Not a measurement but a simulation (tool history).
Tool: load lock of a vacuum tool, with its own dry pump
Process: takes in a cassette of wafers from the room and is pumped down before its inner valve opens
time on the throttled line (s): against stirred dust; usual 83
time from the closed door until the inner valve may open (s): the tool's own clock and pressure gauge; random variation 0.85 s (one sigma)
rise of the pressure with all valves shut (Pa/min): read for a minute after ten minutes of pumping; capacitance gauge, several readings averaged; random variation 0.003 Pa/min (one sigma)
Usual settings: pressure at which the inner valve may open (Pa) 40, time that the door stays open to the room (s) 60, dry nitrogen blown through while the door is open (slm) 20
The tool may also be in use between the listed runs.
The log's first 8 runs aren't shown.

run,hour,time on the throttled line (s),pressure at which the inner valve may open (Pa),time that the door stays open to the room (s),dry nitrogen blown through while the door is open (slm),hours that the pump has run since its overhaul,times that the door has closed on its seal,"incoming humidity of the room's air, %",time from the closed door until the inner valve may open (s),rise of the pressure with all valves shut (Pa/min)
9,614.7,83,40,60,20,5173,18688,45.8,135.8,0.102
10,689.3,83,40,60,20,5247,18973,42.3,136.9,0.097
11,756.4,83,40,60,20,5314,19228,41.6,135.5,0.099
12,852.2,83,40,60,20,5410,19593,48.5,134.3,0.110
13,945.0,83,40,60,20,5503,19946,43.9,136.3,0.109
14,992.1,83,40,60,20,5550,20126,46.3,135.8,0.106
15,1042.3,83,40,60,20,5600,20317,43.6,135.1,0.108
16,1094.5,84,40,60,20,5652,20516,47.2,135.4,0.114
17,1194.1,84,40,60,20,5752,20895,44.0,136.6,0.116
18,1267.4,56,79,195,20,5825,21175,44.5,108.2,0.168
19,1334.7,57,45,62,13,5893,21431,48.4,115.0,0.124
20,1399.1,57,45,62,13,5957,21676,43.4,113.9,0.123
21,1485.3,57,45,62,38,6043,22005,42.2,114.2,0.114
22,1552.3,77,67,229,29,6110,22260,45.2,126.7,0.176
23,1644.6,77,67,229,29,6203,22611,49.0,128.0,0.181
24,1715.1,77,67,229,29,6273,22880,42.6,127.5,0.173
25,1801.7,77,67,229,29,6360,23210,44.2,128.0,0.177
26,1889.1,77,67,229,29,6447,23543,46.7,126.3,0.181
27,1938.8,77,67,229,29,6497,23732,45.2,125.9,0.182
28,1987.4,77,67,229,29,6545,23917,44.9,128.2,0.183
29,2068.6,77,67,229,29,6627,24226,46.0,127.6,0.187
30,2136.1,83,30,60,17,6694,24483,47.3,140.0,0.135
31,2184.6,111,40,60,20,6743,24668,42.5,158.5,0.137
32,2295.4,76,56,194,7,6853,25090,46.5,127.3,0.225
33,2383.2,109,56,194,19,6941,25425,43.8,155.8,0.189

Run 34 comes next. What will it give?
34,2468.5,109,56,194,19,7026,25749,44.3,?,?

Run 34 gave time from the closed door until the inner valve may open (s) 154.0, rise of the pressure with all valves shut (Pa/min) 0.194.
Without the tool's hidden state the same run would have given time from the closed door until the inner valve may open (s) 150.5, rise of the pressure with all valves shut (Pa/min) 0.102.
